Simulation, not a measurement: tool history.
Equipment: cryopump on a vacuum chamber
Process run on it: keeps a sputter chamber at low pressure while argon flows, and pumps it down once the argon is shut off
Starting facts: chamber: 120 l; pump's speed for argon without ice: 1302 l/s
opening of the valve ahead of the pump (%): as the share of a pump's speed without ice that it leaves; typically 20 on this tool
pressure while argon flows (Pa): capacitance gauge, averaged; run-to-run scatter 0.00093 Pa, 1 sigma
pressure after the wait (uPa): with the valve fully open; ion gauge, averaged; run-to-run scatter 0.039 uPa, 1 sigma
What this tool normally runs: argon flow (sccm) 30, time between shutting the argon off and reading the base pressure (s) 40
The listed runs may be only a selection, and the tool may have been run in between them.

run     day  argon flow (sccm)  time between shutting the argon off and reading the base pressure (s)  opening of the valve ahead of the pump (%)  pressure while argon flows (Pa)  pressure after the wait (uPa)
  1       0                 30                                                                     40                                          20                           0.2003                           2.34
  2     3.7                 30                                                                     40                                          20                           0.2014                           2.37
  3     7.3                 30                                                                     37                                          20                           0.2059                           2.59
  4  11.129                 30                                                                     37                                          20                           0.2073                           2.66
  5  14.838                 30                                                                     94                                          20                           0.2092                           1.36
  6  18.258                 14                                                                     40                                          20                           0.0982                           2.58
     21.933  -- pump warmed up, emptied and cooled again
  7  21.933                 14                                                                     40                                          20                           0.0912                           2.37
  8   25.15                 14                                                                     47                                          20                           0.0918                           2.18
  9  28.533                 14                                                                     47                                          20                           0.0921                           2.15
 10  32.283                 14                                                                     25                                          20                           0.0946                           3.65
 11  34.425                 14                                                                     25                                          20                           0.0945                           3.68
 12  36.679                 14                                                                     25                                          20                            0.095                           3.83
 13      39                 14                                                                     25                                          20                           0.0964                           3.87
 14  41.233                 14                                                                     25                                          20                           0.0956                           3.79
 15  43.025                 14                                                                     25                                          20                           0.0952                           3.79
 16  46.125                 14                                                                     25                                          20                           0.0978                           3.84
 17  48.467                 16                                                                     40                                          20                           0.1128                           2.74
 18  51.488                 39                                                                    121                                          23                           0.2456                           1.46
     53.417  -- pump warmed up, emptied and cooled again
 19  53.858                 16                                                                     30                                          22                           0.0958                           3.22
 20  55.662                 45                                                                    173                                          17                           0.3453                           1.02
 21  57.308                 45                                                                    173                                          17                           0.3499                           1.03
 22  59.012                 30                                                                     40                                          16                           0.2487                           2.64
 23   60.85                 30                                                                     88                                          53                           0.0784                           1.54
 24  64.071                 27                                                                     40                                          33                           0.1114                           2.65
 25  67.246                 38                                                                     40                                          21                           0.2445                           2.69
 26  69.612                 30                                                                     40                                          23                           0.1787                           2.69
 27  73.138                 15                                                                     40                                          25                           0.0837                           2.79
 28  76.583                 15                                                                     40                                          25                           0.0846                           2.82
 29  78.808                 15                                                                     40                                          25                           0.0857                           2.79
 30  80.696                 15                                                                     40                                          25                            0.087                           2.89
 31  82.404                 15                                                                     40                                          25                           0.0863                           2.89
      84.95  -- pump warmed up, emptied and cooled again
 32  86.192                 15                                                                    127                                          25                           0.0795                           1.32
 33  89.679                 15                                                                    127                                          25                           0.0797                           1.34
 34  93.167                 51                                                                     29                                          27                           0.2556                           3.46

Some steps in pressure while argon flows (Pa) between neighbouring runs. How much of each would the tool show without its hidden state too (settings, what came in, random variation), and how much is left for the hidden state, with any gauge scatter that isn't in both results?
Hidden state present: pump's speed, % of a pump's without ice; cold plate's temperature, K; leak into the chamber, uPa l/s; drift of the gauge itself on working_pa, %; drift of the gauge itself on base_upa, %.
Run 17 -> 18: argon flow (sccm) 16 -> 39, time between shutting the argon off and reading the base pressure (s) 40 -> 121, opening of the valve ahead of the pump (%) 20 -> 23. pressure while argon flows (Pa) +0.1328: hidden state +0.0162, all else +0.1166.
Run 18 -> 19: argon flow (sccm) 39 -> 16, time between shutting the argon off and reading the base pressure (s) 121 -> 30, opening of the valve ahead of the pump (%) 23 -> 22, pump warmed up, emptied and cooled again. pressure while argon flows (Pa) -0.1498: hidden state -0.0245, all else -0.1253.
Run 19 -> 20: argon flow (sccm) 16 -> 45, time between shutting the argon off and reading the base pressure (s) 30 -> 173, opening of the valve ahead of the pump (%) 22 -> 17. pressure while argon flows (Pa) +0.2495: hidden state +0.0025, all else +0.247.
Run 22 -> 23: time between shutting the argon off and reading the base pressure (s) 40 -> 88, opening of the valve ahead of the pump (%) 16 -> 53. pressure while argon flows (Pa) -0.1703: hidden state +0.0008, all else -0.1711.
Run 31 -> 32: time between shutting the argon off and reading the base pressure (s) 40 -> 127, pump warmed up, emptied and cooled again. pressure while argon flows (Pa) -0.0068: hidden state -0.0083, all else +0.0015.
Run 33 -> 34: argon flow (sccm) 15 -> 51, time between shutting the argon off and reading the base pressure (s) 127 -> 29, opening of the valve ahead of the pump (%) 25 -> 27. pressure while argon flows (Pa) +0.1759: hidden state +0.0078, all else +0.1681.
